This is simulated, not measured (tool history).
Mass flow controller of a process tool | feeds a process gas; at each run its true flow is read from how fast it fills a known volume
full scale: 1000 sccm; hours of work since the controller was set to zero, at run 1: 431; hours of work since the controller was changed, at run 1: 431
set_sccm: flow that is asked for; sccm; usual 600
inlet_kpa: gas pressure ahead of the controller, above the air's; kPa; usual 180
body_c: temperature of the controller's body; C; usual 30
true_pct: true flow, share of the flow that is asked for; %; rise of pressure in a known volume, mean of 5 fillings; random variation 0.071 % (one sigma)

| run | day | set_sccm | inlet_kpa | body_c | hours of work since the controller was set to zero | hours of work since the controller was changed | true_pct |
|---|---|---|---|---|---|---|---|
| 1 | 0.000 | 600 | 180 | 30 | 431 | 431 | 99.68 |
| 2 | 3.108 | 600 | 180 | 30 | 453 | 453 | 99.54 |
| 3 | 7.596 | 600 | 180 | 30 | 486 | 486 | 99.55 |
| 4 | 10.550 | 600 | 180 | 30 | 508 | 508 | 99.53 |
| 5 | 14.200 | 224 | 180 | 30 | 535 | 535 | 98.74 |
| 6 | 18.508 | 224 | 180 | 30 | 567 | 567 | 98.92 |
| 7 | 24.021 | 600 | 147 | 30 | 607 | 607 | 99.72 |
| 8 | 26.754 | 600 | 180 | 30 | 627 | 627 | 99.28 |
| 9 | 29.567 | 600 | 180 | 30 | 648 | 648 | 99.32 |
| 10 | 34.279 | 600 | 180 | 30 | 683 | 683 | 99.46 |
| 11 | 37.400 | 600 | 180 | 30 | 706 | 706 | 99.43 |
| 12 | 42.046 | 154 | 180 | 26 | 740 | 740 | 97.88 |
| 13 | 46.192 | 214 | 231 | 30 | 770 | 770 | 98.05 |
| 14 | 50.862 | 214 | 231 | 30 | 805 | 805 | 98.09 |
| 15 | 53.688 | 657 | 230 | 25 | 825 | 825 | 98.67 |
| 16 | 58.129 | 107 | 144 | 24 | 858 | 858 | 97.39 |
| 17 | 61.717 | 107 | 175 | 25 | 884 | 884 | 97.23 |
| 18 | 64.267 | 714 | 180 | 30 | 903 | 903 | 99.51 |

Forecast run 19:
| 19 | 67.208 | 781 | 211 | 29 | 925 | 925 | ? |

{"run 19": {"true_pct": 99.28}}
Without the tool's hidden state the same run would have given true_pct 99.99 %.
